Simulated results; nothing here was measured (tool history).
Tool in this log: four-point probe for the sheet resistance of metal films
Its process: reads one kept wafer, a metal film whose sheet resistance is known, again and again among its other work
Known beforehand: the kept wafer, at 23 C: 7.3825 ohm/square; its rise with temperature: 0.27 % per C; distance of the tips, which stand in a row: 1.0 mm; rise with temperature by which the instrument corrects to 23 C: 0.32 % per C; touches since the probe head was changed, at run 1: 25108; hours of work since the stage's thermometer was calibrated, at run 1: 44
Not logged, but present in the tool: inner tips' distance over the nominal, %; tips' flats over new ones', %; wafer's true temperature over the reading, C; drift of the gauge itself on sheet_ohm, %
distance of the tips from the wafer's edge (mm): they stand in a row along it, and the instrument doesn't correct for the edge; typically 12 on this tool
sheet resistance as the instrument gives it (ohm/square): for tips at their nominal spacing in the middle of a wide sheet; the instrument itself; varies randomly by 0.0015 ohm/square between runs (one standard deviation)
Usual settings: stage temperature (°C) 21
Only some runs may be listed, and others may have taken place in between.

| run | hour | stage temperature (°C) | distance of the tips from the wafer's edge (mm) | touches since the probe head was changed | hours of work since the stage's thermometer was calibrated | sheet resistance as the instrument gives it (ohm/square) |
|---|---|---|---|---|---|---|
| 1 | 0 | 21 | 12 | 25108 | 44 | 7.452539 |
| 2 | 30.2 | 21 | 12 | 26309 | 60 | 7.450778 |
| 3 | 63.3 | 21 | 3 | 27626 | 77 | 7.844571 |
| 4 | 94.4 | 21 | 3 | 28862 | 94 | 7.844226 |
| 5 | 133 | 21 | 18 | 30397 | 114 | 7.441968 |
| 6 | 173.5 | 21 | 18 | 32007 | 136 | 7.445107 |
| 7 | 210.7 | 21 | 18 | 33488 | 155 | 7.44007 |
| 8 | 232.2 | 21 | 12 | 34341 | 167 | 7.461979 |
| 9 | 253.8 | 21 | 12 | 35201 | 178 | 7.459868 |
| 10 | 285.2 | 21 | 12 | 36448 | 195 | 7.462294 |
| 11 | 319.6 | 21 | 12 | 37816 | 213 | 7.466596 |
| 12 | 358.8 | 21 | 17 | 39374 | 234 | 7.4526 |
| 13 | 399.8 | 21 | 24 | 41004 | 255 | 7.447707 |
| 14 | 423.8 | 21 | 12 | 41962 | 268 | 7.470209 |
| 15 | 456.2 | 21 | 12 | 43249 | 285 | 7.470116 |
| 16 | 476.4 | 27 | 12 | 44052 | 296 | 7.451517 |
| 17 | 503.5 | 21 | 5 | 45130 | 310 | 7.602714 |
| 18 | 531.4 | 21 | 5 | 46240 | 325 | 7.604148 |
| 19 | 553.8 | 21 | 5 | 47128 | 337 | 7.604741 |
| 20 | 580.6 | 21 | 12 | 48197 | 351 | 7.475881 |
| 21 | 601.1 | 21 | 12 | 49009 | 362 | 7.474626 |
| 22 | 641.2 | 21 | 12 | 50604 | 383 | 7.474504 |
| 23 | 661.4 | 30 | 12 | 51410 | 394 | 7.450091 |
| 24 | 697.2 | 30 | 12 | 52833 | 413 | 7.44682 |
| 25 | 722.3 | 30 | 12 | 53828 | 426 | 7.449908 |
| 26 | 754.3 | 23 | 4 | 55104 | 443 | 7.691677 |
| 27 | 772.5 | 23 | 4 | 55828 | 453 | 7.690139 |

Run 28 has not been measured yet. What should we expect?
| 28 | 794.1 | 28 | 14 | 56685 | 464 | ? |

For run 28 the tool returned sheet resistance as the instrument gives it (ohm/square) 7.453418.
With no hidden state in the tool, this same run would have given sheet resistance as the instrument gives it (ohm/square) 7.386183.
